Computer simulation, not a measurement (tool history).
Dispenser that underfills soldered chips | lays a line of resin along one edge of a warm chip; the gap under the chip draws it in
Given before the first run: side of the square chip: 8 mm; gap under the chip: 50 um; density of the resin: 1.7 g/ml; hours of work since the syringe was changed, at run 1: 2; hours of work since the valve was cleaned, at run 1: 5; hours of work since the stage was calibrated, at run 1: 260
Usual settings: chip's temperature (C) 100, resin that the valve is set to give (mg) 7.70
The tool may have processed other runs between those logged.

| run | hour | chip's temperature (C) | resin that the valve is set to give (mg) | hours of work since the syringe was changed | hours of work since the valve was cleaned | hours of work since the stage was calibrated | time until the resin shows at the far edge (s) | resin that the valve gave (mg) |
|---|---|---|---|---|---|---|---|---|
| 1 | 0.0 | 100 | 7.70 | 2 | 5 | 260 | 29.4 | 7.66 |
|  | 5.1 | new syringe of resin |
| 2 | 9.2 | 100 | 7.70 | 3 | 11 | 266 | 31.5 | 7.64 |
|  | 14.0 | new syringe of resin |
| 3 | 18.3 | 100 | 7.70 | 3 | 17 | 272 | 31.0 | 7.62 |
|  | 22.9 | new syringe of resin |
| 4 | 27.5 | 100 | 9.68 | 3 | 23 | 278 | 31.6 | 9.58 |
|  | 30.9 | new syringe of resin |
|  | 38.8 | new syringe of resin |
| 5 | 42.0 | 100 | 9.68 | 2 | 32 | 288 | 28.0 | 9.62 |
|  | 47.6 | new syringe of resin |
| 6 | 54.4 | 100 | 7.70 | 5 | 41 | 296 | 36.0 | 7.57 |
|  | 55.9 | new syringe of resin |
| 7 | 60.5 | 100 | 7.70 | 3 | 45 | 300 | 32.5 | 7.51 |
|  | 63.9 | new syringe of resin |
|  | 71.8 | new syringe of resin |
| 8 | 72.9 | 100 | 7.70 | 1 | 53 | 308 | 26.2 | 7.60 |
|  | 80.2 | new syringe of resin |
|  | 81.2 | dispensing valve cleaned and set on the balance |
| 9 | 83.4 | 100 | 7.70 | 2 | 2 | 314 | 27.5 | 7.70 |
|  | 89.7 | new syringe of resin |
|  | 92.8 | stage's temperature calibrated |
| 10 | 95.8 | 109 | 7.70 | 4 | 9 | 2 | 25.2 | 7.62 |
|  | 99.3 | new syringe of resin |
| 11 | 103.0 | 109 | 7.70 | 2 | 14 | 7 | 22.7 | 7.72 |
|  | 107.6 | new syringe of resin |
| 12 | 112.5 | 109 | 7.70 | 3 | 20 | 13 | 24.2 | 7.68 |
|  | 116.3 | new syringe of resin |
|  | 124.6 | new syringe of resin |
| 13 | 124.6 | 109 | 9.77 | 0 | 28 | 21 | 17.7 | 9.67 |
|  | 133.3 | new syringe of resin |
| 14 | 134.1 | 114 | 7.70 | 1 | 34 | 27 | 15.5 | 7.59 |
|  | 141.6 | new syringe of resin |
| 15 | 141.8 | 114 | 7.70 | 0 | 39 | 32 | 14.9 | 7.65 |
|  | 149.6 | new syringe of resin |
| 16 | 149.7 | 114 | 7.70 | 0 | 45 | 37 | 14.6 | 7.65 |
|  | 158.6 | new syringe of resin |
| 17 | 161.6 | 114 | 7.70 | 2 | 52 | 45 | 17.6 | 7.58 |
|  | 167.1 | new syringe of resin |
|  | 169.9 | dispensing valve cleaned and set on the balance |
| 18 | 174.0 | 108 | 7.36 | 4 | 3 | 53 | 27.6 | 7.34 |
|  | 176.9 | new syringe of resin |
| 19 | 183.8 | 107 | 6.98 | 5 | 9 | 60 | 30.3 | 6.93 |
|  | 185.3 | new syringe of resin |
|  | 193.8 | new syringe of resin |
| 20 | 198.4 | 90 | 6.51 | 3 | 19 | 69 | 55.1 | 6.47 |
|  | 202.2 | new syringe of resin |
| 21 | 209.1 | 90 | 6.51 | 5 | 26 | 76 | 64.5 | 6.47 |
|  | 210.1 | new syringe of resin |
| 22 | 216.9 | 90 | 8.28 | 5 | 31 | 81 | 60.0 | 8.17 |
|  | 218.3 | new syringe of resin |
|  | 226.9 | new syringe of resin |
| 23 | 228.0 | 90 | 8.28 | 1 | 38 | 89 | 42.5 | 8.13 |
|  | 235.2 | new syringe of resin |
| 24 | 241.1 | 103 | 9.94 | 4 | 47 | 97 | 30.7 | 9.71 |
|  | 243.2 | new syringe of resin |
|  | 251.3 | new syringe of resin |
| 25 | 251.3 | 108 | 7.15 | 0 | 54 | 104 | 18.5 | 6.99 |
|  | 258.6 | dispensing valve cleaned and set on the balance |
| 26 | 258.6 | 108 | 7.15 | 4 | 0 | 108 | 27.2 | 7.16 |
|  | 261.0 | new syringe of resin |
|  | 269.1 | new syringe of resin |
| 27 | 271.9 | 98 | 7.21 | 2 | 9 | 117 | 33.0 | 7.20 |
|  | 277.1 | new syringe of resin |
|  | 285.1 | new syringe of resin |
| 28 | 285.1 | 98 | 7.21 | 0 | 17 | 126 | 27.4 | 7.18 |
|  | 293.4 | new syringe of resin |
| 29 | 295.0 | 108 | 7.07 | 1 | 24 | 132 | 20.6 | 7.02 |
|  | 301.7 | new syringe of resin |
| 30 | 301.9 | 91 | 9.20 | 0 | 28 | 137 | 38.0 | 9.12 |
|  | 310.2 | new syringe of resin |
| 31 | 312.9 | 108 | 7.44 | 2 | 36 | 144 | 21.4 | 7.32 |
|  | 318.5 | new syringe of resin |
| 32 | 322.7 | 102 | 7.74 | 3 | 42 | 150 | 30.3 | 7.60 |
|  | 326.7 | new syringe of resin |
| 33 | 331.4 | 106 | 9.61 | 3 | 48 | 156 | 24.7 | 9.44 |

Forecast each of these 4 alternatives for the next run:
|  | 334.7 | new syringe of resin |
| A | 339.2 | 91 | 6.79 | 3 | 53 | 161 | ? | ? |
|  | 334.7 | new syringe of resin |
| B | 339.2 | 104 | 7.35 | 3 | 53 | 161 | ? | ? |
|  | 334.7 | new syringe of resin |
| C | 339.2 | 113 | 8.16 | 3 | 53 | 161 | ? | ? |
|  | 334.7 | new syringe of resin |
| D | 339.2 | 113 | 9.70 | 3 | 53 | 161 | ? | ? |

| run | time until the resin shows at the far edge (s) | resin that the valve gave (mg) |
|---|---|---|
| A | 49.1 | 6.64 |
| B | 28.4 | 7.18 |
| C | 19.5 | 7.98 |
| D | 19.0 | 9.52 |
Take away the tool's hidden state, keep each run's random variation, and the runs would have read:
| run | time until the resin shows at the far edge (s) | resin that the valve gave (mg) |
|---|---|---|
| A | 39.0 | 6.78 |
| B | 22.5 | 7.34 |
| C | 15.5 | 8.15 |
| D | 15.2 | 9.73 |

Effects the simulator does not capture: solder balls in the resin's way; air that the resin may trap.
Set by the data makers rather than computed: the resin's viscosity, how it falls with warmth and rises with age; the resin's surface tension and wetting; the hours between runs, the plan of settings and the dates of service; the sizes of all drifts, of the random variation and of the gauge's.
